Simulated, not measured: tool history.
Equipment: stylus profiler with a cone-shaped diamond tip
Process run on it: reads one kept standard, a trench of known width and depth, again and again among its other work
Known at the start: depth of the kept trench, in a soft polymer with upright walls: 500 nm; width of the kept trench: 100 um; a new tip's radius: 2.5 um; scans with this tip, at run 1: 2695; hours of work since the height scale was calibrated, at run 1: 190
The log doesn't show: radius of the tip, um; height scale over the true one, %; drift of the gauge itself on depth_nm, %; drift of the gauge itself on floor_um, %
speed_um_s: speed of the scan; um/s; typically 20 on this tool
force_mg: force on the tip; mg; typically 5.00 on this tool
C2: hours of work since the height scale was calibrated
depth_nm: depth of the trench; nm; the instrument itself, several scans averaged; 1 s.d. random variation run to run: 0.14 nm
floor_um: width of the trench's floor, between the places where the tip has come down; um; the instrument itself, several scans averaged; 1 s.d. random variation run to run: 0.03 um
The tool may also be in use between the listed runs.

Run 1, hour 0.0: usual settings; scans with this tip 2695; C2 190. Result: depth_nm 505.14 nm, floor_um 96.69 um.
Run 2, hour 57.7: usual settings; scans with this tip 3067; C2 216. Result: depth_nm 504.84 nm, floor_um 96.65 um.
Run 3, hour 113.6: usual settings; scans with this tip 3426; C2 241. Result: depth_nm 505.26 nm, floor_um 96.65 um.
Run 4, hour 181.4: usual settings; scans with this tip 3863; C2 272. Result: depth_nm 505.12 nm, floor_um 96.49 um.
Run 5, hour 247.0: usual settings; scans with this tip 4285; C2 302. Result: depth_nm 505.26 nm, floor_um 96.49 um.
Run 6, hour 330.6: usual settings; scans with this tip 4824; C2 340. Result: depth_nm 505.21 nm, floor_um 96.45 um.
Run 7, hour 428.5: usual settings; scans with this tip 5454; C2 384. Result: depth_nm 505.29 nm, floor_um 96.38 um.
Run 8, hour 506.4: usual settings; scans with this tip 5956; C2 419. Result: depth_nm 505.42 nm, floor_um 96.31 um.
Run 9, hour 569.3: usual settings but speed_um_s 23 um/s; scans with this tip 6361; C2 448. Result: depth_nm 505.69 nm, floor_um 96.34 um.
Run 10, hour 624.2: usual settings but speed_um_s 23 um/s; scans with this tip 6714; C2 473. Result: depth_nm 505.37 nm, floor_um 96.30 um.
Run 11, hour 719.0: usual settings but speed_um_s 23 um/s, force_mg 5.15 mg; scans with this tip 7325; C2 516. Result: depth_nm 505.97 nm, floor_um 96.24 um.
Run 12, hour 797.2: usual settings but speed_um_s 23 um/s, force_mg 5.15 mg; scans with this tip 7829; C2 551. Result: depth_nm 505.90 nm, floor_um 96.18 um.
Run 13, hour 868.6: usual settings; scans with this tip 8288; C2 584. Result: depth_nm 505.75 nm, floor_um 96.19 um.
Run 14, hour 957.4: usual settings; scans with this tip 8860; C2 624. Result: depth_nm 505.94 nm, floor_um 96.11 um.
At hour 964.7: height scale calibrated on a step standard.
Run 15, hour 1051.2: usual settings but speed_um_s 7 um/s; scans with this tip 9461; C2 39. Result: depth_nm 507.08 nm, floor_um 96.11 um.
Run 16, hour 1116.8: usual settings but speed_um_s 5 um/s; scans with this tip 9884; C2 69. Result: depth_nm 507.14 nm, floor_um 96.08 um.
Run 17, hour 1185.5: usual settings but speed_um_s 11 um/s; scans with this tip 10326; C2 100. Result: depth_nm 507.22 nm, floor_um 95.98 um.
At hour 1204.9: new tip fitted, height scale calibrated.
Run 18, hour 1276.1: usual settings but speed_um_s 11 um/s; scans with this tip 459; C2 32. Result: depth_nm 504.61 nm, floor_um 97.03 um.
Run 19, hour 1340.3: usual settings but speed_um_s 11 um/s, force_mg 3.73 mg; scans with this tip 872; C2 61. Result: depth_nm 504.16 nm, floor_um 96.89 um.
Run 20, hour 1426.2: usual settings but speed_um_s 11 um/s, force_mg 3.73 mg; scans with this tip 1425; C2 100. Result: depth_nm 503.93 nm, floor_um 96.81 um.
Run 21, hour 1477.4: usual settings but speed_um_s 11 um/s, force_mg 3.73 mg; scans with this tip 1755; C2 124. Result: depth_nm 504.15 nm, floor_um 96.75 um.
At hour 1485.1: height scale calibrated on a step standard, once more.
Run 22, hour 1551.6: usual settings but speed_um_s 27 um/s; scans with this tip 2230; C2 30. Result: depth_nm 504.55 nm, floor_um 96.71 um.
Run 23, hour 1648.2: usual settings but speed_um_s 27 um/s; scans with this tip 2851; C2 74. Result: depth_nm 504.89 nm, floor_um 96.63 um.
Run 24, hour 1693.1: usual settings but speed_um_s 14 um/s, force_mg 8.91 mg; scans with this tip 3141; C2 94. Result: depth_nm 506.88 nm, floor_um 96.71 um.
Run 25, hour 1786.9: usual settings but speed_um_s 76 um/s, force_mg 7.70 mg; scans with this tip 3745; C2 137. Result: depth_nm 506.41 nm, floor_um 96.46 um.
Run 26, hour 1832.7: usual settings but speed_um_s 8 um/s, force_mg 6.07 mg; scans with this tip 4040; C2 158. Result: depth_nm 505.43 nm, floor_um 96.64 um.
Run 27, hour 1918.6: usual settings but speed_um_s 8 um/s, force_mg 6.07 mg; scans with this tip 4593; C2 197. Result: depth_nm 505.41 nm, floor_um 96.57 um.
Run 28, hour 2004.0: usual settings but speed_um_s 8 um/s, force_mg 6.07 mg; scans with this tip 5143; C2 235. Result: depth_nm 505.76 nm, floor_um 96.55 um.
Run 29, hour 2078.3: usual settings but speed_um_s 38 um/s, force_mg 3.67 mg; scans with this tip 5622; C2 269. Result: depth_nm 504.26 nm, floor_um 96.31 um.
Run 30, hour 2169.1: usual settings but speed_um_s 38 um/s, force_mg 3.67 mg; scans with this tip 6206; C2 310. Result: depth_nm 504.39 nm, floor_um 96.28 um.
Run 31, hour 2217.1: usual settings but speed_um_s 21 um/s, force_mg 1.99 mg; scans with this tip 6516; C2 332. Result: depth_nm 503.27 nm, floor_um 96.26 um.
Run 32, hour 2302.6: usual settings but speed_um_s 58 um/s, force_mg 4.58 mg; scans with this tip 7066; C2 371. Result: depth_nm 505.10 nm, floor_um 96.16 um.
Run 33, hour 2353.1: usual settings but speed_um_s 58 um/s, force_mg 4.58 mg; scans with this tip 7391; C2 394. Result: depth_nm 505.20 nm, floor_um 96.12 um.
Run 34, hour 2399.7: usual settings but speed_um_s 46 um/s, force_mg 9.98 mg; scans with this tip 7691; C2 415. Result: depth_nm 508.62 nm, floor_um 96.14 um.
Run 35, hour 2465.6: usual settings but speed_um_s 46 um/s, force_mg 5.31 mg; scans with this tip 8116; C2 445. Result: depth_nm 505.69 nm, floor_um 96.13 um.
Run 36, hour 2529.8: usual settings but speed_um_s 46 um/s, force_mg 5.31 mg; scans with this tip 8529; C2 474. Result: depth_nm 505.95 nm, floor_um 96.06 um.
Run 37, hour 2578.5: usual settings but speed_um_s 11 um/s, force_mg 5.31 mg; scans with this tip 8843; C2 496. Result: depth_nm 505.89 nm, floor_um 96.10 um.
Run 38, hour 2635.4: usual settings but speed_um_s 10 um/s; scans with this tip 9209; C2 522. Result: depth_nm 505.75 nm, floor_um 96.14 um.
Run 39, hour 2685.1: usual settings but speed_um_s 6 um/s; scans with this tip 9529; C2 544. Result: depth_nm 505.60 nm, floor_um 96.16 um.
Run 40, hour 2770.0: usual settings but speed_um_s 15 um/s, force_mg 2.67 mg; scans with this tip 10076; C2 583. Result: depth_nm 504.45 nm, floor_um 96.01 um.
At hour 2827.1: new tip fitted, height scale calibrated.
Run 41, hour 2869.3: usual settings but speed_um_s 15 um/s, force_mg 2.67 mg; scans with this tip 271; C2 19. Result: depth_nm 503.23 nm, floor_um 96.82 um.
Run 42, hour 2947.3: usual settings but speed_um_s 15 um/s, force_mg 2.67 mg; scans with this tip 774; C2 55. Result: depth_nm 503.12 nm, floor_um 96.79 um.

Predict each of these 3 candidate next runs independently; none follows another, all start after run 42:
Run A, hour 3013.8: usual settings but speed_um_s 15 um/s, force_mg 5.87 mg; scans with this tip 1203; C2 85. Result: depth_nm ?, floor_um ?.
Run B, hour 3013.8: usual settings but speed_um_s 9 um/s, force_mg 2.67 mg; scans with this tip 1203; C2 85. Result: depth_nm ?, floor_um ?.
Run C, hour 3013.8: usual settings but speed_um_s 9 um/s, force_mg 2.72 mg; scans with this tip 1203; C2 85. Result: depth_nm ?, floor_um ?.

run  depth_nm  floor_um
  A    505.58     96.74
  B    503.34     96.78
  C    503.28     96.76
With the hidden condition removed and each run's random variation left untouched, the same runs would have given:
run  depth_nm  floor_um
  A    505.38     96.91
  B    503.15     96.96
  C    503.09     96.94
